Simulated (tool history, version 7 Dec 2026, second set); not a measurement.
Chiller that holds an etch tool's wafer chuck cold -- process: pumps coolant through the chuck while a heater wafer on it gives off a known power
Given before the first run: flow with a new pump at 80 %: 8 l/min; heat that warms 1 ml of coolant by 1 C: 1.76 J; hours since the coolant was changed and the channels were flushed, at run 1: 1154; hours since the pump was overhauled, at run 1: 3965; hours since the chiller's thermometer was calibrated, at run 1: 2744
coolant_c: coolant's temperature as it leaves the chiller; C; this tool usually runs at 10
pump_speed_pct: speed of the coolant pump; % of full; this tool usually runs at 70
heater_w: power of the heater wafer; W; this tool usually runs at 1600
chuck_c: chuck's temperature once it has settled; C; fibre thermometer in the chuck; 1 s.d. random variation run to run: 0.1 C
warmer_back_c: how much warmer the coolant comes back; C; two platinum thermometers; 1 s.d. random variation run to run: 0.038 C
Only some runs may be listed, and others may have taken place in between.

run	hour	coolant_c	pump_speed_pct	heater_w	hours since the coolant was changed and the channels were flushed	hours since the pump was overhauled	hours since the chiller's thermometer was calibrated	chuck_c	warmer_back_c
1	0	10	70	1600	1154	3965	2744	26.9	7.86
2	83.4	10	70	1600	1237	4048	2827	26.9	7.78
3	151	10	70	1600	1305	4116	2895	26.8	7.81
4	222.3	10	70	1600	1376	4187	2966	26.9	7.73
5	322	10	70	1600	1476	4287	3066	26.8	7.73
6	409.2	10	70	1600	1563	4374	3153	26.8	7.7
7	492.5	10	70	1600	1646	4457	3236	26.8	7.66
8	605.9	11	63	1314	1760	4571	3350	25.9	7.06
9	676.6	11	70	1600	1831	4641	3421	27.7	7.66
# hour 755.9: chiller's thermometer calibrated
10	756.9	11	70	1600	1910	4721	1	27.8	7.59

Branching from run 10: 5 alternative next runs. What would each branch give?
A	823.3	17	73	1600	1976	4787	67	?	?
B	823.3	10	70	1989	1976	4787	67	?	?
C	823.3	11	90	1170	1976	4787	67	?	?
D	823.3	10	78	914	1976	4787	67	?	?
E	823.3	8	91	1973	1976	4787	67	?	?

run	chuck_c	warmer_back_c
A	33.4	7.33
B	30.9	9.54
C	21.4	4.25
D	18.9	3.84
E	25.3	7.2
Take away the tool's hidden state, keep each run's random variation, and the runs would have read:
run	chuck_c	warmer_back_c
A	33.3	7.53
B	30.9	9.74
C	21.4	4.46
D	18.9	4.05
E	25.2	7.4

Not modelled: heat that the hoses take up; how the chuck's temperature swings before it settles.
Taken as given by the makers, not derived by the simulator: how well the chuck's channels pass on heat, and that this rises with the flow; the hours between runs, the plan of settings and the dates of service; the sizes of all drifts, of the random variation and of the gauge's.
